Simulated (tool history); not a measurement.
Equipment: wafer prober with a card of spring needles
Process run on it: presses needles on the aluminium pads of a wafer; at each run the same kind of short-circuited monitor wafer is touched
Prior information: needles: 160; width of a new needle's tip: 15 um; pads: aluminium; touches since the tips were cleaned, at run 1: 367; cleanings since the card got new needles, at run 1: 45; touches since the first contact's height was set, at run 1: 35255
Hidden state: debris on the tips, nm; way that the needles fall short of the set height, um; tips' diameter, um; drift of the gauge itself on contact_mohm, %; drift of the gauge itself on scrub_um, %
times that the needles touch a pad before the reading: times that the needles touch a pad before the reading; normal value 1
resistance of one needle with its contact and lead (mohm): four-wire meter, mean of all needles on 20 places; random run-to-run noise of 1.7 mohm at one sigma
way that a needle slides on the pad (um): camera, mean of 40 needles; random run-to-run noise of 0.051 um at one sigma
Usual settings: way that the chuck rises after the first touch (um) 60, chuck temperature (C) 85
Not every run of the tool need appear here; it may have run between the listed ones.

run    day  way that the chuck rises after the first touch (um)  chuck temperature (C)  times that the needles touch a pad before the reading  touches since the tips were cleaned  cleanings since the card got new needles  touches since the first contact's height was set  resistance of one needle with its contact and lead (mohm)  way that a needle slides on the pad (um)
  1      0                                                   60                     85                                                      1                                  367                                        45                                             35255                                                        195                                     11.89
     0.171  -- tips cleaned on abrasive film
     0.379  -- tips cleaned on abrasive film
     0.583  -- tips cleaned on abrasive film
  2  0.583                                                   60                     85                                                      1                                    0                                        48                                             41515                                                        180                                     11.88
     0.804  -- tips cleaned on abrasive film
     1.021  -- tips cleaned on abrasive film
     1.208  -- tips cleaned on abrasive film
  3  1.208                                                   60                     85                                                      1                                    0                                        51                                             48194                                                        178                                     11.85
     1.429  -- tips cleaned on abrasive film
     1.646  -- tips cleaned on abrasive film
     1.846  -- tips cleaned on abrasive film
  4  1.929                                                   60                     85                                                      1                                  905                                        54                                             55940                                                        207                                     11.71
     2.071  -- tips cleaned on abrasive film
       2.3  -- tips cleaned on abrasive film
     2.521  -- tips cleaned on abrasive film
  5  2.588                                                   60                     85                                                      3                                  742                                        57                                             63030                                                        187                                     11.81
     2.725  -- tips cleaned on abrasive film
     2.929  -- tips cleaned on abrasive film
     3.117  -- tips cleaned on abrasive film
     3.129  -- height of the first contact set anew
  6  3.175                                                   60                     85                                                      3                                  495                                        60                                               495                                                        183                                      12.2
     3.354  -- tips cleaned on abrasive film
     3.575  -- tips cleaned on abrasive film
  7   3.75                                                   60                     85                                                      2                                 1940                                        62                                              6731                                                        208                                     12.12
       3.8  -- tips cleaned on abrasive film
     3.988  -- tips cleaned on abrasive film
     4.208  -- tips cleaned on abrasive film
  8  4.238                                                   51                    108                                                      1                                  325                                        65                                             11905                                                        197                                     10.26
     4.404  -- tips cleaned on abrasive film
  9  4.575                                                   46                     29                                                      2                                 1898                                        66                                             15574                                                        225                                      9.34
     4.625  -- tips cleaned on abrasive film
     4.825  -- tips cleaned on abrasive film
     5.046  -- tips cleaned on abrasive film
 10  5.146                                                   67                     85                                                      3                                 1107                                        69                                             21660                                                        187                                     13.48
     5.233  -- tips cleaned on abrasive film
     5.454  -- tips cleaned on abrasive film
     5.667  -- tips cleaned on abrasive film
 11  5.692                                                   67                     85                                                      3                                  268                                        72                                             27514                                                        178                                     13.44
     5.867  -- tips cleaned on abrasive film
     6.083  -- tips cleaned on abrasive film
     6.283  -- tips cleaned on abrasive film
 12  6.288                                                   67                     85                                                      3                                   58                                        75                                             33898                                                        174                                     13.34

Consider 4 possible next runs. They are alternatives, not a sequence: every one starts from the tool as it was left by run 12. What does each give?
     6.475  -- tips cleaned on abrasive film
     6.696  -- tips cleaned on abrasive film
     6.908  -- tips cleaned on abrasive film
  A  6.908                                                   67                     42                                                      3                                    0                                        78                                             40558                                                          ?                                         ?
     6.475  -- tips cleaned on abrasive film
     6.696  -- tips cleaned on abrasive film
     6.908  -- tips cleaned on abrasive film
  B  6.908                                                   50                     85                                                      3                                    0                                        78                                             40558                                                          ?                                         ?
     6.475  -- tips cleaned on abrasive film
     6.696  -- tips cleaned on abrasive film
     6.908  -- tips cleaned on abrasive film
  C  6.908                                                   60                     52                                                      2                                    0                                        78                                             40558                                                          ?                                         ?
     6.475  -- tips cleaned on abrasive film
     6.696  -- tips cleaned on abrasive film
     6.908  -- tips cleaned on abrasive film
  D  6.908                                                   45                     85                                                      3                                    0                                        78                                             40558                                                          ?                                         ?

run  resistance of one needle with its contact and lead (mohm)  way that a needle slides on the pad (um)
  A                                                        163                                     13.31
  B                                                        183                                      9.92
  C                                                        175                                     11.89
  D                                                        185                                      8.76
With the hidden condition removed and each run's random variation left untouched, the same runs would have given:
run  resistance of one needle with its contact and lead (mohm)  way that a needle slides on the pad (um)
  A                                                        160                                     13.55
  B                                                        177                                     10.16
  C                                                        169                                     12.13
  D                                                        179                                         9
